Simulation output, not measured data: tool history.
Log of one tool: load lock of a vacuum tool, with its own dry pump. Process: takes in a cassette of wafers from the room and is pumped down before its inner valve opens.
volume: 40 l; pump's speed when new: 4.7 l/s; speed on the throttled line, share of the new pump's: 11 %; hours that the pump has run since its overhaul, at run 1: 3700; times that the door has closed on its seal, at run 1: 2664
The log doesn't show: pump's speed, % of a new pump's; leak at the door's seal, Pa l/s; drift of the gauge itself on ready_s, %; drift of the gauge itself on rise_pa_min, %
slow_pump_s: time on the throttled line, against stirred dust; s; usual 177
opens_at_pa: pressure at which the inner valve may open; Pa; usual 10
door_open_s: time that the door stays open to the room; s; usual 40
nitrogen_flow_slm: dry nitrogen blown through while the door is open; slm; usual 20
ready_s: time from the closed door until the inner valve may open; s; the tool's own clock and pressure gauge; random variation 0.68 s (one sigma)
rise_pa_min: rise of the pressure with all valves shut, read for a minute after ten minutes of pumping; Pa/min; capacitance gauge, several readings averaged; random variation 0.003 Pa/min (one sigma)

run    hour  slow_pump_s  opens_at_pa  door_open_s  nitrogen_flow_slm  hours that the pump has run since its overhaul  times that the door has closed on its seal  incoming humidity of the room's air, %  ready_s  rise_pa_min
  1       0          177           10           40                 20                                            3700                                        2664                                    45.6    238.5        0.045
  2     181          344           10           40                 20                                            3881                                        3018                                    43.5    387.3         0.05
  3   293.9          177           10           40                 20                                            3994                                        3239                                    45.3    239.1        0.052
  4   424.4          177           10          167                 20                                            4124                                        3494                                    43.4      239        0.084
  5   628.9          177           10          167                 14                                            4329                                        3894                                    39.5    239.4        0.092
  6   783.3          177           10          167                 14                                            4483                                        4196                                    43.4      239        0.094
  7   911.3          177           10          167                 14                                            4611                                        4446                                    47.1    239.2        0.095
  8  1061.1          177           10           40                  5                                            4761                                        4739                                    46.2    237.8        0.074
  9  1163.9          177           10           40                  5                                            4864                                        4940                                      48    239.1         0.07
 10  1384.8          177           10           40                  5                                            5085                                        5372                                    41.9    238.8        0.068
 11  1537.7          307           10           94                 12                                            5237                                        5671                                    46.2    353.8        0.083
 12  1741.8          249           10           65                 20                                            5442                                        6071                                    45.1    302.6         0.07
 13  1871.4          303           12           40                 20                                            5571                                        6324                                    47.5    349.5        0.059
 14  2018.7          303           12           40                 20                                            5718                                        6612                                    46.5    348.3        0.058
 15  2209.7          303           12           40                 20                                            5909                                        6986                                      45    349.8        0.062
 16  2361.3          102           12           40                  6                                            6061                                        7282                                    44.7    171.7        0.075
 17  2537.7          102           12          140                  6                                            6237                                        7627                                    41.1    171.5        0.116
 18  2746.8          111           11           40                 20                                            6447                                        8036                                    44.6    180.2        0.065

4 ways to go on from here, each from the tool as it stands after run 18. What would each give?
  A  2971.1          111           11           40                 16                                            6671                                        8475                                    45.9        ?            ?
  B  2971.1          177            8           40                 20                                            6671                                        8475                                    43.3        ?            ?
  C  2971.1          206           11          105                  6                                            6671                                        8475                                    46.5        ?            ?
  D  2971.1          111           11           55                 20                                            6671                                        8475                                    44.9        ?            ?

run  ready_s  rise_pa_min
  A    180.3        0.071
  B    241.6        0.063
  C      265        0.121
  D    179.8         0.07
Without the tool's hidden state the same runs would have given:
run  ready_s  rise_pa_min
  A    177.3        0.045
  B    238.8        0.036
  C    262.5        0.095
  D    176.8        0.044
